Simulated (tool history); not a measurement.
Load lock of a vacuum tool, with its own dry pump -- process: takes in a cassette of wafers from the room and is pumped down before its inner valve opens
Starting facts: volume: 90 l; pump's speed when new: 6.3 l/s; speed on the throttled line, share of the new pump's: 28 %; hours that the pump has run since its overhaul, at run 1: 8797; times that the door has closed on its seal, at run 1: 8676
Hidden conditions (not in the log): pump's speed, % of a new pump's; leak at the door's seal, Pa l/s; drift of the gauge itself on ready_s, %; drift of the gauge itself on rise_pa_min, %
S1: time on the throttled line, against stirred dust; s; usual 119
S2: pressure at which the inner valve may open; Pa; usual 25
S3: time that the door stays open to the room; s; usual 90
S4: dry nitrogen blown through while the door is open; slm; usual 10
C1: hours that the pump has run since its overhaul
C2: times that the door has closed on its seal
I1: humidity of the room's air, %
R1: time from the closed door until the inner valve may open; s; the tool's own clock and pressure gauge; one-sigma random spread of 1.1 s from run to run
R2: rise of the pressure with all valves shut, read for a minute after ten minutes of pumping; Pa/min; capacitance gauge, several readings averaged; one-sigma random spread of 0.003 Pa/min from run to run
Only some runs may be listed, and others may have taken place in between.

{"run": 1, "hour": 0.0, "S1": 119, "S2": 25, "S3": 90, "S4": 10, "C1": 8797, "C2": 8676, "I1": 44.9, "R1": 208.1, "R2": 0.111}
{"run": 2, "hour": 92.9, "S1": 119, "S2": 25, "S3": 90, "S4": 10, "C1": 8890, "C2": 8857, "I1": 45.1, "R1": 210.4, "R2": 0.111}
{"run": 3, "hour": 198.9, "S1": 119, "S2": 25, "S3": 90, "S4": 10, "C1": 8996, "C2": 9064, "I1": 43, "R1": 210.1, "R2": 0.116}
{"run": 4, "hour": 291.7, "S1": 119, "S2": 25, "S3": 90, "S4": 10, "C1": 9089, "C2": 9245, "I1": 42.8, "R1": 211.7, "R2": 0.126}
{"run": 5, "hour": 378.3, "S1": 155, "S2": 25, "S3": 90, "S4": 10, "C1": 9176, "C2": 9414, "I1": 47.6, "R1": 235.3, "R2": 0.121}
{"run": 6, "hour": 440.0, "S1": 155, "S2": 25, "S3": 90, "S4": 10, "C1": 9237, "C2": 9534, "I1": 45.5, "R1": 235.5, "R2": 0.126}
{"run": 7, "hour": 530.4, "S1": 119, "S2": 25, "S3": 90, "S4": 10, "C1": 9328, "C2": 9711, "I1": 45, "R1": 209.1, "R2": 0.134}
{"run": 8, "hour": 632.0, "S1": 119, "S2": 25, "S3": 90, "S4": 8, "C1": 9429, "C2": 9909, "I1": 47.4, "R1": 208.4, "R2": 0.13}
{"run": 9, "hour": 710.0, "S1": 119, "S2": 25, "S3": 90, "S4": 10, "C1": 9507, "C2": 10061, "I1": 43.9, "R1": 208.3, "R2": 0.132}
{"run": 10, "hour": 761.7, "S1": 119, "S2": 25, "S3": 90, "S4": 10, "C1": 9559, "C2": 10162, "I1": 43.4, "R1": 210.4, "R2": 0.133}
{"run": 11, "hour": 847.3, "S1": 119, "S2": 25, "S3": 90, "S4": 10, "C1": 9645, "C2": 10329, "I1": 43.6, "R1": 210.5, "R2": 0.139}
{"run": 12, "hour": 960.9, "S1": 93, "S2": 38, "S3": 93, "S4": 15, "C1": 9758, "C2": 10551, "I1": 43.6, "R1": 185.4, "R2": 0.139}
{"run": 13, "hour": 1028.4, "S1": 119, "S2": 25, "S3": 90, "S4": 10, "C1": 9826, "C2": 10683, "I1": 46.5, "R1": 210.9, "R2": 0.143}
{"run": 14, "hour": 1133.4, "S1": 60, "S2": 25, "S3": 90, "S4": 14, "C1": 9931, "C2": 10888, "I1": 44.9, "R1": 168.9, "R2": 0.147}
{"run": 15, "hour": 1242.2, "S1": 155, "S2": 25, "S3": 132, "S4": 13, "C1": 10039, "C2": 11100, "I1": 44.5, "R1": 232.7, "R2": 0.152}
{"run": 16, "hour": 1345.2, "S1": 155, "S2": 25, "S3": 132, "S4": 13, "C1": 10142, "C2": 11301, "I1": 45.4, "R1": 237.2, "R2": 0.147}
{"run": 17, "hour": 1440.9, "S1": 119, "S2": 25, "S3": 90, "S4": 8, "C1": 10238, "C2": 11488, "I1": 45.9, "R1": 210.4, "R2": 0.151}
{"run": 18, "hour": 1495.7, "S1": 119, "S2": 25, "S3": 50, "S4": 9, "C1": 10293, "C2": 11595, "I1": 44.1, "R1": 212.2, "R2": 0.157}
{"run": 19, "hour": 1603.9, "S1": 176, "S2": 25, "S3": 90, "S4": 19, "C1": 10401, "C2": 11806, "I1": 41.5, "R1": 249, "R2": 0.159}

Alternative continuations, all from the tool just after run 19; predict every row:
{"run": "A", "hour": 1659.1, "S1": 97, "S2": 29, "S3": 90, "S4": 21, "C1": 10456, "C2": 11914, "I1": 42.4, "R1": "?", "R2": "?"}
{"run": "B", "hour": 1659.1, "S1": 176, "S2": 32, "S3": 90, "S4": 20, "C1": 10456, "C2": 11914, "I1": 48.1, "R1": "?", "R2": "?"}
{"run": "C", "hour": 1659.1, "S1": 119, "S2": 25, "S3": 90, "S4": 26, "C1": 10456, "C2": 11914, "I1": 45.2, "R1": "?", "R2": "?"}

run=A R1=192.6 R2=0.156
run=B R1=247.7 R2=0.154
run=C R1=208.9 R2=0.163
Had the tool no hidden state, the same runs would have come out as:
run=A R1=185.5 R2=0.02
run=B R1=242.6 R2=0.019
run=C R1=202.5 R2=0.023
